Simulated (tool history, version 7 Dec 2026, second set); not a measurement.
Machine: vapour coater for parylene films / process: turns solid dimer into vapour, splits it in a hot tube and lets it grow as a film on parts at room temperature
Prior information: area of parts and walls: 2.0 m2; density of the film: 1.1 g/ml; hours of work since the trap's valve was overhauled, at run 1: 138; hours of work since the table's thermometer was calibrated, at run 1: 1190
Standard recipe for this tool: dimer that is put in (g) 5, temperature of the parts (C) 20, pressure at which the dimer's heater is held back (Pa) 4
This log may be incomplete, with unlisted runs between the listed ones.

run	hour	dimer that is put in (g)	temperature of the parts (C)	pressure at which the dimer's heater is held back (Pa)	hours of work since the trap's valve was overhauled	hours of work since the table's thermometer was calibrated	thickness of the film (µm)
1	0	5	20	4	138	1190	1.79
2	20.3	5	20	4	155	1207	1.78
3	39.1	5	20	4	171	1223	1.77
4	76.8	5	20	4	203	1256	1.75
5	115.8	5	20	4	237	1289	1.74
6	141.3	5	20	3.87	259	1311	1.71
7	159.7	5	20	3.87	275	1327	1.71
8	177.6	5	20	3.87	290	1342	1.72
9	205.7	5	20	4.02	314	1366	1.69
10	238.6	5	20	4.02	342	1394	1.67
11	272.5	5	20	11.99	371	1423	1.51
# hour 279.9: trap's valve overhauled
12	316	5	20	11.99	31	1457	1.38
13	338.3	5	20	11.99	50	1476	1.38
14	358.3	5	20	11.99	67	1494	1.38
15	394.3	5	20	11.99	98	1525	1.36
16	416.2	5	20	11.99	117	1543	1.35
# hour 422: trap's valve overhauled, once more
17	444.2	5	20	4	19	1564	1.85
18	479.7	5	20	4	50	1594	1.84
19	514.5	5	20	4	79	1624	1.82
20	531.3	6	20	4	94	1639	2.18
21	550	6	20	4	110	1655	2.16
22	579.2	6	20	4	135	1680	2.14
23	604.2	6	16	3.73	156	1701	2.33
24	637.5	4	16	3.38	185	1730	1.52
25	674.7	4	16	3.38	217	1762	1.53
26	699.1	5	14	3.94	238	1783	1.93
27	722.4	6	25	8.76	258	1803	1.79
28	749.3	9	21	4.36	281	1826	3.03
29	787.2	5	20	4.23	313	1858	1.69
30	821.3	9	30	4.23	343	1888	2.56
31	855.2	6	21	4.23	372	1917	1.96
# hour 862.1: trap's valve overhauled
32	894.2	4	15	2	28	1947	1.71
33	919.5	4	15	2	49	1968	1.71
34	948.3	4	15	2	74	1993	1.69
35	967.5	4	30	10.45	90	2010	1.12
# hour 985.6: table's thermometer calibrated
36	989.6	6	13	9.62	109	3	2.22
37	1007.3	2	21	4	124	19	0.7
38	1032.7	5	15	4	146	40	1.92
39	1061.2	5	15	4	170	65	1.9
40	1081.3	4	27	8.33	187	82	1.16
41	1102	5	15	8.33	205	100	1.74
42	1139	8	15	2.11	237	132	3.18

Entry by entry between the runs, the difference in hidden state between the last listed run before and the first listed run after:
Between runs 11 and 12: trap's valve overhauled (hour 279.9)
  vapour lost through the trap's worn valve, %: 11.1 -> 17.5; true temperature of the parts over the reading, C: -0.57 -> -0.58
  measured minus no-state result, thickness of the film (µm): -0.17 -> -0.28
Between runs 16 and 17: trap's valve overhauled, once more (hour 422)
  vapour lost through the trap's worn valve, %: 20.1 -> 0.6; true temperature of the parts over the reading, C: -0.6 -> -0.61
  measured minus no-state result, thickness of the film (µm): -0.33 -> +0.01
Between runs 31 and 32: trap's valve overhauled (hour 862.1)
  vapour lost through the trap's worn valve, %: 10.8 -> 1.4; true temperature of the parts over the reading, C: -0.72 -> -0.73
  measured minus no-state result, thickness of the film (µm): -0.21 -> +0
Between runs 35 and 36: table's thermometer calibrated (hour 985.6)
  vapour lost through the trap's worn valve, %: 3.2 -> 3.7; true temperature of the parts over the reading, C: -0.75 -> -0.03
  measured minus no-state result, thickness of the film (µm): -0.03 -> -0.09
